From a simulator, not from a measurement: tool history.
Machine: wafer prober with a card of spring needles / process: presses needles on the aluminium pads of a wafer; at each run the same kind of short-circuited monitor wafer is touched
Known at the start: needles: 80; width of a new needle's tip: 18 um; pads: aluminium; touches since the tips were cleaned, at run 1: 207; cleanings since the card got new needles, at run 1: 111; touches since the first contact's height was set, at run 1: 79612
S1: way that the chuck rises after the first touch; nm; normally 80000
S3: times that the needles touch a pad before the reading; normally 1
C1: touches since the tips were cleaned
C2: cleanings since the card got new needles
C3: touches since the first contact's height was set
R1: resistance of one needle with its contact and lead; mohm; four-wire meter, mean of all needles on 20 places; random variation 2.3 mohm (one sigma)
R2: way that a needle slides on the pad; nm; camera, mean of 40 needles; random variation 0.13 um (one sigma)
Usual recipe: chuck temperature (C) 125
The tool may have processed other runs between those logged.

Run 1, hour 0: usual settings; C1 207; C2 111; C3 79612. Result: R1 280 mohm, R2 15540 nm.
At hour 4.8: tips cleaned on abrasive film.
At hour 10.4: tips cleaned on abrasive film.
At hour 16.3: tips cleaned on abrasive film.
Run 2, hour 17.2: usual settings but chuck temperature (C) 28; C1 469; C2 114; C3 88684. Result: R1 263 mohm, R2 15230 nm.
At hour 22.2: tips cleaned on abrasive film.
At hour 28.2: tips cleaned on abrasive film.
At hour 34.4: tips cleaned on abrasive film.
Run 3, hour 38.8: usual settings; C1 2391; C2 117; C3 100145. Result: R1 353 mohm, R2 15380 nm.
At hour 40.2: tips cleaned on abrasive film.
At hour 45.2: tips cleaned on abrasive film.
At hour 50.1: tips cleaned on abrasive film.
At hour 55.1: tips cleaned on abrasive film.
Run 4, hour 58.8: usual settings; C1 1945; C2 121; C3 110622. Result: R1 345 mohm, R2 15250 nm.
At hour 61.3: tips cleaned on abrasive film.
At hour 67.4: tips cleaned on abrasive film.
At hour 73.4: tips cleaned on abrasive film.
At hour 78.5: tips cleaned on abrasive film.
Run 5, hour 78.5: usual settings; C1 0; C2 125; C3 121033. Result: R1 268 mohm, R2 15100 nm.
At hour 84.6: tips cleaned on abrasive film.
At hour 90.6: tips cleaned on abrasive film.
Run 6, hour 92.4: usual settings; C1 957; C2 127; C3 128372. Result: R1 313 mohm, R2 15320 nm.
At hour 96: tips cleaned on abrasive film.
At hour 101.7: tips cleaned on abrasive film.
At hour 107.7: tips cleaned on abrasive film.
Run 7, hour 110: usual settings but S1 81000 nm; C1 1221; C2 130; C3 137661. Result: R1 324 mohm, R2 15050 nm.
At hour 113.6: tips cleaned on abrasive film.
At hour 119.5: tips cleaned on abrasive film.
Run 8, hour 122.7: usual settings but chuck temperature (C) 51; C1 1717; C2 132; C3 144380. Result: R1 326 mohm, R2 14920 nm.
At hour 125.3: tips cleaned on abrasive film.
At hour 131.3: tips cleaned on abrasive film.
At hour 136.3: tips cleaned on abrasive film.
Run 9, hour 138.4: usual settings but chuck temperature (C) 51; C1 1110; C2 135; C3 152612. Result: R1 306 mohm, R2 14810 nm.
At hour 142: tips cleaned on abrasive film.
At hour 147: tips cleaned on abrasive film.
At hour 153.2: tips cleaned on abrasive film.
At hour 159.4: tips cleaned on abrasive film.
Run 10, hour 161.7: usual settings but chuck temperature (C) 51; C1 1219; C2 139; C3 164910. Result: R1 326 mohm, R2 14960 nm.
At hour 165.2: tips cleaned on abrasive film.
At hour 171.3: tips cleaned on abrasive film.
Run 11, hour 172.9: usual settings but chuck temperature (C) 51; C1 846; C2 141; C3 170836. Result: R1 302 mohm, R2 14780 nm.
At hour 176.6: tips cleaned on abrasive film.
At hour 182.6: tips cleaned on abrasive film.
At hour 188.6: tips cleaned on abrasive film.
Run 12, hour 189: usual settings but chuck temperature (C) 51; C1 212; C2 144; C3 179342. Result: R1 272 mohm, R2 14640 nm.
At hour 193.8: tips cleaned on abrasive film.
At hour 198.7: tips cleaned on abrasive film.
At hour 204.8: tips cleaned on abrasive film.
Run 13, hour 205.4: usual settings but chuck temperature (C) 51; C1 333; C2 147; C3 187990. Result: R1 279 mohm, R2 14520 nm.
At hour 207: height of the first contact set anew.
At hour 210.4: tips cleaned on abrasive film.
At hour 216: tips cleaned on abrasive film.
At hour 222: tips cleaned on abrasive film.
Run 14, hour 226.8: usual settings but chuck temperature (C) 51; C1 2545; C2 150; C3 10487. Result: R1 389 mohm, R2 13770 nm.
At hour 228.1: tips cleaned on abrasive film.
At hour 234: tips cleaned on abrasive film.
At hour 240.2: tips cleaned on abrasive film.
Run 15, hour 240.4: usual settings but chuck temperature (C) 51; C1 119; C2 153; C3 17627. Result: R1 264 mohm, R2 13590 nm.
At hour 245.3: tips cleaned on abrasive film.
At hour 251.3: tips cleaned on abrasive film.
Run 16, hour 255.4: usual settings but chuck temperature (C) 38; C1 2229; C2 155; C3 25588. Result: R1 364 mohm, R2 13850 nm.
At hour 256.7: tips cleaned on abrasive film.
At hour 262.5: tips cleaned on abrasive film.
At hour 267.5: tips cleaned on abrasive film.
At hour 272.5: tips cleaned on abrasive film.
At hour 278.6: tips cleaned on abrasive film.
Run 17, hour 279.4: usual settings but chuck temperature (C) 38; C1 403; C2 160; C3 38176. Result: R1 290 mohm, R2 13540 nm.
At hour 284.3: tips cleaned on abrasive film.
At hour 289.3: tips cleaned on abrasive film.
At hour 295.2: tips cleaned on abrasive film.
Run 18, hour 297.2: usual settings but S1 62000 nm, chuck temperature (C) 99, S3 3; C1 1051; C2 163; C3 47598. Result: R1 330 mohm, R2 9710 nm.
At hour 300.8: tips cleaned on abrasive film.
At hour 305.8: tips cleaned on abrasive film.
Run 19, hour 309.6: usual settings but S1 84000 nm, chuck temperature (C) 44, S3 2; C1 2017; C2 165; C3 54124. Result: R1 317 mohm, R2 14310 nm.
At hour 312: tips cleaned on abrasive film.
At hour 317: tips cleaned on abrasive film.
At hour 322.9: tips cleaned on abrasive film.
Run 20, hour 322.9: usual settings but S1 60000 nm, chuck temperature (C) 69, S3 3; C1 0; C2 168; C3 61103. Result: R1 275 mohm, R2 9410 nm.
At hour 328.8: tips cleaned on abrasive film.
At hour 335: tips cleaned on abrasive film.
At hour 341: tips cleaned on abrasive film.
At hour 343.7: height of the first contact set anew, once more.
At hour 346.5: tips cleaned on abrasive film.
Run 21, hour 346.5: usual settings but S1 60000 nm, chuck temperature (C) 69, S3 3; C1 0; C2 172; C3 1462. Result: R1 269 mohm, R2 12010 nm.
At hour 352.6: tips cleaned on abrasive film.
At hour 358.7: tips cleaned on abrasive film.
Run 22, hour 359.4: usual settings but chuck temperature (C) 67; C1 375; C2 174; C3 8279. Result: R1 283 mohm, R2 16270 nm.
At hour 364.3: tips cleaned on abrasive film.
At hour 370.2: tips cleaned on abrasive film.
At hour 375.6: tips cleaned on abrasive film.
Run 23, hour 375.6: usual settings but chuck temperature (C) 36, S3 2; C1 0; C2 177; C3 16819. Result: R1 248 mohm, R2 16050 nm.
At hour 381.8: tips cleaned on abrasive film.
At hour 387.8: tips cleaned on abrasive film.
Run 24, hour 389.6: usual settings but chuck temperature (C) 36, S3 2; C1 1000; C2 179; C3 24223. Result: R1 284 mohm, R2 15960 nm.
At hour 393.4: tips cleaned on abrasive film.
At hour 398.4: tips cleaned on abrasive film.
At hour 404.3: tips cleaned on abrasive film.
Run 25, hour 406.4: usual settings but chuck temperature (C) 36, S3 2; C1 1081; C2 182; C3 33038. Result: R1 280 mohm, R2 15840 nm.
At hour 410.1: tips cleaned on abrasive film.
At hour 415.7: tips cleaned on abrasive film.
At hour 421.7: tips cleaned on abrasive film.
At hour 427.9: tips cleaned on abrasive film.
Run 26, hour 430.2: usual settings but chuck temperature (C) 36, S3 2; C1 1271; C2 186; C3 45639. Result: R1 289 mohm, R2 15580 nm.
At hour 433.4: tips cleaned on abrasive film.
At hour 439.6: tips cleaned on abrasive film.
Run 27, hour 444.2: usual settings but S1 79000 nm, chuck temperature (C) 44; C1 2467; C2 188; C3 53013. Result: R1 368 mohm, R2 15670 nm.

5 ways to go on from here, each from the tool as it stands after run 27. What would each give?
At hour 445.5: tips cleaned on abrasive film.
At hour 451.5: tips cleaned on abrasive film.
Run A, hour 454.6: usual settings but S1 94000 nm, chuck temperature (C) 28, S3 3; C1 1653; C2 190; C3 58497. Result: R1 ?, R2 ?.
At hour 445.5: tips cleaned on abrasive film.
At hour 451.5: tips cleaned on abrasive film.
Run B, hour 454.6: usual settings but S1 92000 nm; C1 1653; C2 190; C3 58497. Result: R1 ?, R2 ?.
At hour 445.5: tips cleaned on abrasive film.
At hour 451.5: tips cleaned on abrasive film.
Run C, hour 454.6: usual settings but S1 79000 nm, chuck temperature (C) 28; C1 1653; C2 190; C3 58497. Result: R1 ?, R2 ?.
At hour 445.5: tips cleaned on abrasive film.
At hour 451.5: tips cleaned on abrasive film.
Run D, hour 454.6: usual settings but S1 87000 nm, chuck temperature (C) 26, S3 3; C1 1653; C2 190; C3 58497. Result: R1 ?, R2 ?.
At hour 445.5: tips cleaned on abrasive film.
At hour 451.5: tips cleaned on abrasive film.
Run E, hour 454.6: usual settings but chuck temperature (C) 43, S3 2; C1 1653; C2 190; C3 58497. Result: R1 ?, R2 ?.

run   R1     R2
  A  253  18290
  B  321  18120
  C  330  15650
  D  261  17280
  E  295  15880
Had the tool no hidden state, the same runs would have come out as:
run   R1     R2
  A  223  18750
  B  255  18590
  C  231  16120
  D  227  17750
  E  235  16350

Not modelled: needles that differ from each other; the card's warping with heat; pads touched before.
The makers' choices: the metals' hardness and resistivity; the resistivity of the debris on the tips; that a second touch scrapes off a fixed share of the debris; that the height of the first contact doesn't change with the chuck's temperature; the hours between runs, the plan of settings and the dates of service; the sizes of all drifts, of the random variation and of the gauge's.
